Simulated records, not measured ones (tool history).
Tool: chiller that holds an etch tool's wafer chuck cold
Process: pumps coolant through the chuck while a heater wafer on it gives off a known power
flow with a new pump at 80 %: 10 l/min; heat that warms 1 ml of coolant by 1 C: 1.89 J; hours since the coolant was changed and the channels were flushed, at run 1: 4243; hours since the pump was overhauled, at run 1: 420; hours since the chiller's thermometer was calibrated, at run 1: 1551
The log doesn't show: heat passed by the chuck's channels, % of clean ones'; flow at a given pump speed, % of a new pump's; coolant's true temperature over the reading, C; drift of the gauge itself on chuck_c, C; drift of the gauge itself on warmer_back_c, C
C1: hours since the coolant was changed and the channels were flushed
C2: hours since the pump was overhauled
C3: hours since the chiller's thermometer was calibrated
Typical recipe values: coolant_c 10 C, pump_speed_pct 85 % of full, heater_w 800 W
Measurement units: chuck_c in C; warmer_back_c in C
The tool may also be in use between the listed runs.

run 1 hour=0 | coolant_c=10 pump_speed_pct=85 heater_w=800 | C1=4243 C2=420 C3=1551 | chuck_c=15.5 warmer_back_c=2.41
run 2 hour=101.4 | coolant_c=10 pump_speed_pct=85 heater_w=800 | C1=4344 C2=521 C3=1652 | chuck_c=15.6 warmer_back_c=2.4
run 3 hour=164.4 | coolant_c=3 pump_speed_pct=85 heater_w=800 | C1=4407 C2=584 C3=1715 | chuck_c=8.4 warmer_back_c=2.44
run 4 hour=218.8 | coolant_c=3 pump_speed_pct=85 heater_w=800 | C1=4462 C2=639 C3=1769 | chuck_c=8.6 warmer_back_c=2.42
run 5 hour=290.5 | coolant_c=10 pump_speed_pct=71 heater_w=800 | C1=4533 C2=710 C3=1841 | chuck_c=16.2 warmer_back_c=2.91
run 6 hour=341.3 | coolant_c=10 pump_speed_pct=71 heater_w=800 | C1=4584 C2=761 C3=1892 | chuck_c=16.2 warmer_back_c=2.92
run 7 hour=441.2 | coolant_c=10 pump_speed_pct=71 heater_w=800 | C1=4684 C2=861 C3=1992 | chuck_c=16.1 warmer_back_c=2.98
run 8 hour=502.9 | coolant_c=10 pump_speed_pct=85 heater_w=701 | C1=4746 C2=923 C3=2053 | chuck_c=14.7 warmer_back_c=2.21
run 9 hour=565.1 | coolant_c=10 pump_speed_pct=85 heater_w=701 | C1=4808 C2=985 C3=2116 | chuck_c=14.8 warmer_back_c=2.19
run 10 hour=621.9 | coolant_c=10 pump_speed_pct=88 heater_w=701 | C1=4865 C2=1042 C3=2172 | chuck_c=14.6 warmer_back_c=2.13
run 11 hour=716.8 | coolant_c=10 pump_speed_pct=88 heater_w=701 | C1=4960 C2=1137 C3=2267 | chuck_c=14.5 warmer_back_c=2.17
run 12 hour=819.2 | coolant_c=10 pump_speed_pct=85 heater_w=659 | C1=5062 C2=1239 C3=2370 | chuck_c=14.5 warmer_back_c=2.09
run 13 hour=864 | coolant_c=10 pump_speed_pct=85 heater_w=659 | C1=5107 C2=1284 C3=2415 | chuck_c=14.6 warmer_back_c=2.15
run 14 hour=930.5 | coolant_c=10 pump_speed_pct=85 heater_w=659 | C1=5174 C2=1351 C3=2481 | chuck_c=14.4 warmer_back_c=2.17
run 15 hour=1012 | coolant_c=10 pump_speed_pct=85 heater_w=659 | C1=5255 C2=1432 C3=2562 | chuck_c=14.4 warmer_back_c=2.17
run 16 hour=1083.1 | coolant_c=10 pump_speed_pct=85 heater_w=800 | C1=5326 C2=1503 C3=2634 | chuck_c=15.5 warmer_back_c=2.58
run 17 hour=1126.5 | coolant_c=10 pump_speed_pct=77 heater_w=872 | C1=5369 C2=1547 C3=2677 | chuck_c=16.3 warmer_back_c=3.07
-- hour=1149.8 chiller's thermometer calibrated
run 18 hour=1192 | coolant_c=13 pump_speed_pct=66 heater_w=506 | C1=5434 C2=1611 C3=42 | chuck_c=17.1 warmer_back_c=2.18
run 19 hour=1284.3 | coolant_c=5 pump_speed_pct=94 heater_w=954 | C1=5526 C2=1703 C3=135 | chuck_c=11.2 warmer_back_c=2.88
run 20 hour=1367 | coolant_c=17 pump_speed_pct=72 heater_w=889 | C1=5609 C2=1786 C3=217 | chuck_c=23.8 warmer_back_c=3.33
run 21 hour=1455.1 | coolant_c=20 pump_speed_pct=61 heater_w=764 | C1=5697 C2=1874 C3=305 | chuck_c=26.7 warmer_back_c=3.51
run 22 hour=1548.4 | coolant_c=20 pump_speed_pct=61 heater_w=764 | C1=5790 C2=1967 C3=399 | chuck_c=26.9 warmer_back_c=3.43
run 23 hour=1640.8 | coolant_c=18 pump_speed_pct=78 heater_w=478 | C1=5883 C2=2060 C3=491 | chuck_c=21.6 warmer_back_c=1.86
run 24 hour=1691.7 | coolant_c=2 pump_speed_pct=79 heater_w=607 | C1=5934 C2=2111 C3=542 | chuck_c=6.3 warmer_back_c=2.28
run 25 hour=1786.4 | coolant_c=20 pump_speed_pct=85 heater_w=800 | C1=6028 C2=2205 C3=637 | chuck_c=25.5 warmer_back_c=2.74
run 26 hour=1832.2 | coolant_c=20 pump_speed_pct=85 heater_w=800 | C1=6074 C2=2251 C3=682 | chuck_c=25.4 warmer_back_c=2.75
run 27 hour=1916.1 | coolant_c=5 pump_speed_pct=85 heater_w=551 | C1=6158 C2=2335 C3=766 | chuck_c=8.7 warmer_back_c=2.02
run 28 hour=1987.7 | coolant_c=5 pump_speed_pct=85 heater_w=551 | C1=6230 C2=2407 C3=838 | chuck_c=8.7 warmer_back_c=2.02
run 29 hour=2035 | coolant_c=0 pump_speed_pct=67 heater_w=800 | C1=6277 C2=2454 C3=885 | chuck_c=6.6 warmer_back_c=3.4
run 30 hour=2080.1 | coolant_c=0 pump_speed_pct=67 heater_w=800 | C1=6322 C2=2499 C3=930 | chuck_c=6.5 warmer_back_c=3.38
-- hour=2107.6 gauge calibrated
run 31 hour=2174.6 | coolant_c=0 pump_speed_pct=67 heater_w=800 | C1=6417 C2=2594 C3=1025 | chuck_c=6.5 warmer_back_c=3.06

A few steps of warmer_back_c between consecutive runs. Split each: what settings, incoming material and random variation would produce without the hidden state, and what is left over for the hidden state, along with gauge scatter present in only one of the two compared results (measured, and without hidden state):
Run 1 -> 2: settings left as they were, no log entry in between. warmer_back_c -0.01 C: hidden state +0.02, all else -0.03.
Run 6 -> 7: settings left as they were, no log entry in between. warmer_back_c +0.06 C: hidden state +0.03, all else +0.03.
Run 17 -> 18: coolant_c 10 -> 13, pump_speed_pct 77 -> 66, heater_w 872 -> 506, chiller's thermometer calibrated. warmer_back_c -0.89 C: hidden state +0.01, all else -0.9.
Run 22 -> 23: coolant_c 20 -> 18, pump_speed_pct 61 -> 78, heater_w 764 -> 478. warmer_back_c -1.57 C: hidden state +0.02, all else -1.59.
Run 28 -> 29: coolant_c 5 -> 0, pump_speed_pct 85 -> 67, heater_w 551 -> 800. warmer_back_c +1.38 C: hidden state +0.01, all else +1.37.
Run 30 -> 31: gauge calibrated. warmer_back_c -0.32 C: hidden state -0.4, all else +0.08.
